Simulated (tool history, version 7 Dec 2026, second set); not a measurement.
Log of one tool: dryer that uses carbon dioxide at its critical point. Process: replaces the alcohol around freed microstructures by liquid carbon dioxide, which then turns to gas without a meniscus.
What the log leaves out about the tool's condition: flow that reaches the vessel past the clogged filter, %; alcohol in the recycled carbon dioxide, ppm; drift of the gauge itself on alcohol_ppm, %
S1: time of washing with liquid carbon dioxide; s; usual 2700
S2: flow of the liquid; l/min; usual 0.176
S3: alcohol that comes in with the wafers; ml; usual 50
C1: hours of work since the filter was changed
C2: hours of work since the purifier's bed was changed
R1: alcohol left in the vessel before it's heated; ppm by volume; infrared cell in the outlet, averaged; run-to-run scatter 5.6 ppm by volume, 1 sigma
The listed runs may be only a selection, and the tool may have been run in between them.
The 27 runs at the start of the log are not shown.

| run | day | S1 | S2 | S3 | C1 | C2 | R1 |
|---|---|---|---|---|---|---|---|
| 28 | 7.15 | 2700 | 0.129 | 50 | 45 | 155 | 785 |
| 29 | 7.462 | 2700 | 0.12 | 52 | 47 | 158 | 1065 |
| 30 | 7.829 | 3240 | 0.179 | 57 | 50 | 160 | 73 |
| 31 | 8.054 | 3240 | 0.179 | 57 | 51 | 162 | 81 |
| 32 | 8.358 | 3540 | 0.176 | 67 | 54 | 164 | 62 |
| 33 | 8.617 | 3180 | 0.176 | 85 | 56 | 166 | 126 |
| 34 | 8.854 | 3180 | 0.112 | 85 | 57 | 168 | 1157 |
| 35 | 9.079 | 3180 | 0.227 | 21 | 59 | 170 | 32 |
| 36 | 9.267 | 3780 | 0.227 | 21 | 60 | 171 | 25 |
| 37 | 9.579 | 3180 | 0.176 | 50 | 63 | 173 | 88 |
| 38 | 9.896 | 3180 | 0.176 | 50 | 65 | 176 | 93 |
| 39 | 10.283 | 4260 | 0.138 | 30 | 68 | 179 | 52 |
| 40 | 10.621 | 1800 | 0.106 | 23 | 71 | 181 | 2336 |
| 41 | 10.946 | 1800 | 0.144 | 50 | 73 | 184 | 2312 |
| 42 | 11.167 | 3000 | 0.144 | 70 | 75 | 185 | 412 |
| 43 | 11.421 | 3000 | 0.144 | 70 | 76 | 187 | 437 |
| 44 | 11.679 | 4080 | 0.144 | 91 | 78 | 189 | 112 |
| 45 | 12.029 | 4080 | 0.144 | 91 | 81 | 192 | 109 |
| 46 | 12.288 | 3840 | 0.184 | 50 | 83 | 194 | 51 |
| 47 | 12.567 | 2700 | 0.176 | 88 | 85 | 196 | 338 |

Consider 3 possible next runs. They are alternatives, not a sequence: every one starts from the tool as it was left by run 47. What does each give?
| A | 12.933 | 2220 | 0.159 | 77 | 88 | 198 | ? |
| B | 12.933 | 3420 | 0.223 | 76 | 88 | 198 | ? |
| C | 12.933 | 3060 | 0.155 | 88 | 88 | 198 | ? |

| run | R1 |
|---|---|
| A | 1169 |
| B | 47 |
| C | 338 |
What these runs would have given with no unlogged condition in the tool:
| run | R1 |
|---|---|
| A | 1057 |
| B | 22 |
| C | 282 |

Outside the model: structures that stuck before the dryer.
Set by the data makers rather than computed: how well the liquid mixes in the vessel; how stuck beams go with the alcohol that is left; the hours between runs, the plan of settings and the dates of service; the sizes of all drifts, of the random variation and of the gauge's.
